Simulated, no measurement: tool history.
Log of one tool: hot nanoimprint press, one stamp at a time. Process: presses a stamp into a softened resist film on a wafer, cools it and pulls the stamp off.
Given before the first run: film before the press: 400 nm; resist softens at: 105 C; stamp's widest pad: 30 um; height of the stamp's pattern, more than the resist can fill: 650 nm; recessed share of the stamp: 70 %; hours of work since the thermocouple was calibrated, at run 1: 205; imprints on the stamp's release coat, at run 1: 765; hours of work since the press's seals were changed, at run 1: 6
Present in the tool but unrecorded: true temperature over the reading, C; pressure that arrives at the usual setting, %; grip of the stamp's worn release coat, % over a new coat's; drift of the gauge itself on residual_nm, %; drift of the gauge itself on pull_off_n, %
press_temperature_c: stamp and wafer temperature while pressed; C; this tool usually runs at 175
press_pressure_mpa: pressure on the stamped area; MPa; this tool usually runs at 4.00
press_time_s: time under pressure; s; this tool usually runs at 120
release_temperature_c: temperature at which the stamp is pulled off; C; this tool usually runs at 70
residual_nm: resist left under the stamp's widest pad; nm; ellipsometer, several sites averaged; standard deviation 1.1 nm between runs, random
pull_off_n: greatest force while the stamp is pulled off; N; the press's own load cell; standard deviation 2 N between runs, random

run	hour	press_temperature_c	press_pressure_mpa	press_time_s	release_temperature_c	hours of work since the thermocouple was calibrated	imprints on the stamp's release coat	hours of work since the press's seals were changed	residual_nm	pull_off_n
1	0.0	175	4.00	120	70	205	765	6	176.8	113
2	7.5	175	4.00	120	70	209	786	11	177.5	113
3	12.2	175	4.00	120	70	212	798	13	178.4	113
4	18.2	175	4.00	120	70	215	814	17	177.3	114
5	28.0	175	4.00	120	70	221	841	22	178.2	117
6	38.2	175	2.69	120	70	227	868	28	218.4	115
7	47.1	168	4.00	120	70	232	892	34	225.4	117
8	53.8	168	4.00	120	70	236	910	37	224.0	115
9	60.5	186	4.00	120	70	240	928	41	125.8	116
10	66.0	175	3.71	120	70	243	943	44	186.6	119
11	70.5	175	3.71	120	70	246	955	47	183.6	118
12	78.9	175	3.71	120	70	250	978	52	185.4	116
13	85.8	175	3.71	120	70	254	996	56	186.4	117
14	91.7	175	3.16	120	70	258	1012	59	200.9	121
15	97.6	167	4.00	120	70	261	1028	63	231.8	120
16	102.5	167	4.00	120	70	264	1041	66	233.3	114
17	111.6	167	4.00	120	70	269	1066	71	233.7	121
18	119.6	167	4.00	120	70	274	1087	75	231.4	119
19	128.7	186	4.24	115	60	279	1112	81	123.4	137
20	134.0	186	5.97	115	72	282	1126	84	100.5	118
21	142.9	178	4.00	120	69	287	1150	89	161.2	121
22	153.1	178	4.00	93	69	293	1178	95	176.3	120
23	161.2	169	6.31	120	69	298	1199	99	172.5	122
24	165.6	169	6.31	120	69	300	1211	102	172.3	125
25	171.6	175	3.01	120	70	304	1227	105	208.2	123
26	178.3	175	3.01	120	70	308	1245	109	210.9	119
27	186.9	175	3.01	120	70	313	1269	114	210.0	121
28	191.6	178	4.67	68	70	315	1281	117	177.7	119
29	196.9	176	4.20	120	70	319	1296	120	166.5	126

Predict each of these 4 candidate next runs independently; none follows another, all start after run 29:
A	202.9	170	4.20	95	70	322	1312	123	?	?
B	202.9	163	4.20	83	70	322	1312	123	?	?
C	202.9	174	5.90	125	70	322	1312	123	?	?
D	202.9	176	4.41	120	70	322	1312	123	?	?

run	residual_nm	pull_off_n
A	219.9	126
B	283.2	123
C	145.6	125
D	164.8	123
Without the tool's unlogged condition, the same runs would have read:
run	residual_nm	pull_off_n
A	211.3	106
B	273.7	104
C	139.1	106
D	158.1	104
